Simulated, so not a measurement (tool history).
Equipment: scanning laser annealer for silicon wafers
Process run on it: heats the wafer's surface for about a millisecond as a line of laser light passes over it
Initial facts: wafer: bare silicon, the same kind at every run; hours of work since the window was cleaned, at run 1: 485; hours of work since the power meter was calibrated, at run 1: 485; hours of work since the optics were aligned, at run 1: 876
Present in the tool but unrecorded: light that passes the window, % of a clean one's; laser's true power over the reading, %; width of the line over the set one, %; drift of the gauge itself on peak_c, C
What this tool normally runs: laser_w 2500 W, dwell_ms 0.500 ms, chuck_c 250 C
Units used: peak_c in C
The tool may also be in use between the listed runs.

| run | day | laser_w | dwell_ms | chuck_c | hours of work since the window was cleaned | hours of work since the power meter was calibrated | hours of work since the optics were aligned | peak_c |
|---|---|---|---|---|---|---|---|---|
| 1 | 0.000 | 2500 | 0.500 | 250 | 485 | 485 | 876 | 978 |
|  | 0.846 | optics aligned, line set to its width |
| 2 | 0.892 | 2500 | 0.500 | 213 | 497 | 497 | 1 | 962 |
| 3 | 1.367 | 2690 | 0.500 | 250 | 505 | 505 | 9 | 1057 |
| 4 | 2.046 | 2500 | 0.500 | 250 | 518 | 518 | 21 | 996 |
| 5 | 2.396 | 2500 | 0.591 | 250 | 524 | 524 | 28 | 1073 |
| 6 | 2.875 | 2500 | 0.591 | 250 | 532 | 532 | 36 | 1070 |
| 7 | 3.600 | 2500 | 0.591 | 250 | 545 | 545 | 49 | 1071 |
| 8 | 4.075 | 2500 | 0.591 | 250 | 554 | 554 | 58 | 1070 |
| 9 | 4.788 | 2500 | 0.591 | 250 | 567 | 567 | 70 | 1065 |
| 10 | 5.392 | 2500 | 0.500 | 250 | 577 | 577 | 81 | 994 |
| 11 | 6.042 | 2500 | 0.500 | 250 | 589 | 589 | 93 | 990 |
| 12 | 6.712 | 2500 | 0.500 | 250 | 601 | 601 | 105 | 990 |
| 13 | 7.142 | 2500 | 0.500 | 250 | 609 | 609 | 112 | 990 |
| 14 | 7.633 | 2500 | 0.500 | 250 | 617 | 617 | 121 | 985 |
| 15 | 8.004 | 2213 | 0.500 | 250 | 624 | 624 | 128 | 892 |
| 16 | 8.492 | 2500 | 0.444 | 250 | 633 | 633 | 136 | 935 |
| 17 | 9.167 | 2500 | 0.444 | 250 | 645 | 645 | 149 | 937 |
| 18 | 9.712 | 2500 | 0.444 | 250 | 654 | 654 | 158 | 935 |
| 19 | 10.383 | 2500 | 0.500 | 250 | 666 | 666 | 170 | 984 |
| 20 | 10.779 | 2166 | 0.483 | 241 | 673 | 673 | 177 | 852 |
| 21 | 11.383 | 2166 | 0.483 | 241 | 684 | 684 | 188 | 856 |
| 22 | 11.888 | 2263 | 0.421 | 250 | 693 | 693 | 197 | 840 |
| 23 | 12.446 | 2500 | 0.401 | 270 | 703 | 703 | 207 | 913 |
| 24 | 13.092 | 2296 | 0.487 | 270 | 715 | 715 | 219 | 925 |
| 25 | 13.604 | 2296 | 0.487 | 270 | 724 | 724 | 228 | 924 |
|  | 14.092 | window over the wafer cleaned |
| 26 | 14.371 | 2533 | 0.393 | 257 | 5 | 736 | 240 | 933 |
| 27 | 14.825 | 2483 | 0.393 | 226 | 13 | 744 | 248 | 886 |
| 28 | 15.292 | 2483 | 0.393 | 226 | 21 | 753 | 256 | 887 |
| 29 | 15.854 | 2483 | 0.393 | 226 | 32 | 763 | 267 | 888 |
| 30 | 16.429 | 2447 | 0.566 | 226 | 42 | 773 | 277 | 1030 |
| 31 | 16.996 | 2500 | 0.487 | 238 | 52 | 783 | 287 | 993 |
| 32 | 17.492 | 2500 | 0.487 | 238 | 61 | 792 | 296 | 991 |
| 33 | 17.912 | 2497 | 0.500 | 276 | 68 | 799 | 303 | 1043 |
| 34 | 18.629 | 2497 | 0.500 | 276 | 81 | 812 | 316 | 1038 |
| 35 | 19.292 | 2174 | 0.448 | 214 | 93 | 824 | 328 | 826 |
| 36 | 19.704 | 2174 | 0.448 | 214 | 100 | 831 | 335 | 826 |
| 37 | 20.358 | 2174 | 0.448 | 214 | 112 | 843 | 347 | 825 |
| 38 | 20.679 | 2174 | 0.448 | 214 | 118 | 849 | 353 | 824 |

Forecast each of these 5 alternatives for the next run:
| A | 21.021 | 2468 | 0.500 | 250 | 124 | 855 | 359 | ? |
| B | 21.021 | 2347 | 0.500 | 283 | 124 | 855 | 359 | ? |
| C | 21.021 | 2500 | 0.455 | 271 | 124 | 855 | 359 | ? |
| D | 21.021 | 2691 | 0.449 | 276 | 124 | 855 | 359 | ? |
| E | 21.021 | 2657 | 0.533 | 219 | 124 | 855 | 359 | ? |

| run | peak_c |
|---|---|
| A | 998 |
| B | 991 |
| C | 989 |
| D | 1050 |
| E | 1064 |
With no hidden state in the tool, these same runs would have given:
| run | peak_c |
|---|---|
| A | 1012 |
| B | 1005 |
| C | 1003 |
| D | 1064 |
| E | 1080 |
